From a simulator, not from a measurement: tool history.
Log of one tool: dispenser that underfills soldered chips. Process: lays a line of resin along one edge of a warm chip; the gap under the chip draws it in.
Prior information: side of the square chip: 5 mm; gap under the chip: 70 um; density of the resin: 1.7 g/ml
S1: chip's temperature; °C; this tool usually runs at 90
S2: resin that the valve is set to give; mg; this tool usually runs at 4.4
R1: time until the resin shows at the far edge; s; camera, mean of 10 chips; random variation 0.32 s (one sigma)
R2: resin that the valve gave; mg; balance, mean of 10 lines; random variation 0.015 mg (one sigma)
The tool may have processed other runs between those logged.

run 1 hour=0 | S1=90 S2=4.4 | R1=13.3 R2=4.3
-- hour=5.5 new syringe of resin
run 2 hour=8.1 | S1=90 S2=4.31 | R1=11.2 R2=4.18
-- hour=17.5 new syringe of resin
run 3 hour=18.9 | S1=90 S2=4.31 | R1=11.3 R2=4.17
run 4 hour=24.9 | S1=90 S2=4.31 | R1=13.1 R2=4.14
-- hour=29.5 new syringe of resin
run 5 hour=37.1 | S1=80 S2=4.4 | R1=20.5 R2=4.21
-- hour=41.8 new syringe of resin
-- hour=43.9 dispensing valve cleaned and set on the balance
run 6 hour=47.7 | S1=90 S2=4.4 | R1=12.2 R2=4.4
-- hour=55.5 new syringe of resin
run 7 hour=56 | S1=90 S2=4.4 | R1=10.9 R2=4.38
run 8 hour=64.8 | S1=90 S2=5.41 | R1=13.7 R2=5.38
-- hour=67.8 new syringe of resin
run 9 hour=73.9 | S1=90 S2=5.41 | R1=12.7 R2=5.36
-- hour=80.1 new syringe of resin
run 10 hour=80.8 | S1=90 S2=4.62 | R1=10.2 R2=4.58
run 11 hour=89.9 | S1=90 S2=4.4 | R1=13.7 R2=4.32
-- hour=92.6 new syringe of resin
run 12 hour=98.4 | S1=94 S2=4.4 | R1=10.4 R2=4.32
-- hour=104.8 new syringe of resin
run 13 hour=107.6 | S1=99 S2=4.4 | R1=7.4 R2=4.27
-- hour=116.8 new syringe of resin
run 14 hour=120.8 | S1=86 S2=4.4 | R1=13.4 R2=4.26
run 15 hour=126.6 | S1=86 S2=4.4 | R1=16.9 R2=4.25
-- hour=129.6 new syringe of resin
run 16 hour=139.3 | S1=101 S2=3.77 | R1=9 R2=3.65
-- hour=141.8 new syringe of resin
run 17 hour=148.8 | S1=77 S2=4.81 | R1=22.4 R2=4.61
-- hour=151.1 dispensing valve cleaned and set on the balance
-- hour=155.3 new syringe of resin
run 18 hour=155.9 | S1=88 S2=4.83 | R1=11.1 R2=4.84
run 19 hour=163.5 | S1=94 S2=3.95 | R1=11.8 R2=3.96
-- hour=167.5 new syringe of resin
run 20 hour=172 | S1=94 S2=3.95 | R1=10.4 R2=3.93
-- hour=180.1 new syringe of resin
run 21 hour=185.1 | S1=97 S2=5.45 | R1=8.6 R2=5.38
-- hour=193 new syringe of resin
run 22 hour=197.4 | S1=99 S2=4.43 | R1=8.1 R2=4.34
-- hour=205.1 new syringe of resin
run 23 hour=210 | S1=81 S2=5.68 | R1=17.5 R2=5.52
run 24 hour=215.5 | S1=83 S2=4.1 | R1=18.7 R2=3.98
-- hour=217.6 new syringe of resin
run 25 hour=227.8 | S1=95 S2=4.96 | R1=11 R2=4.83
-- hour=230.2 new syringe of resin
run 26 hour=237.5 | S1=92 S2=4.54 | R1=11.3 R2=4.37
-- hour=242.4 new syringe of resin
run 27 hour=243.5 | S1=82 S2=4.27 | R1=14.7 R2=4.1
run 28 hour=249.3 | S1=79 S2=3.88 | R1=21.3 R2=3.72

Here are 5 independent what-if runs from the current tool condition. What would each one return?
-- hour=254.7 new syringe of resin
-- hour=258.9 dispensing valve cleaned and set on the balance
run A hour=261 | S1=79 S2=4.36 | R1=? R2=?
-- hour=254.7 new syringe of resin
-- hour=258.9 dispensing valve cleaned and set on the balance
run B hour=261 | S1=105 S2=3.88 | R1=? R2=?
-- hour=254.7 new syringe of resin
-- hour=258.9 dispensing valve cleaned and set on the balance
run C hour=261 | S1=90 S2=5.15 | R1=? R2=?
-- hour=254.7 new syringe of resin
-- hour=258.9 dispensing valve cleaned and set on the balance
run D hour=261 | S1=86 S2=3.85 | R1=? R2=?
-- hour=254.7 new syringe of resin
-- hour=258.9 dispensing valve cleaned and set on the balance
run E hour=261 | S1=81 S2=3.75 | R1=? R2=?

run=A R1=19.5 R2=4.33
run=B R1=6.6 R2=3.86
run=C R1=12 R2=5.13
run=D R1=14.7 R2=3.85
run=E R1=18.5 R2=3.76
With the hidden condition removed and each run's random variation left untouched, the same runs would have given:
run=A R1=17.1 R2=4.34
run=B R1=5.8 R2=3.87
run=C R1=10.5 R2=5.15
run=D R1=12.9 R2=3.86
run=E R1=16.3 R2=3.77
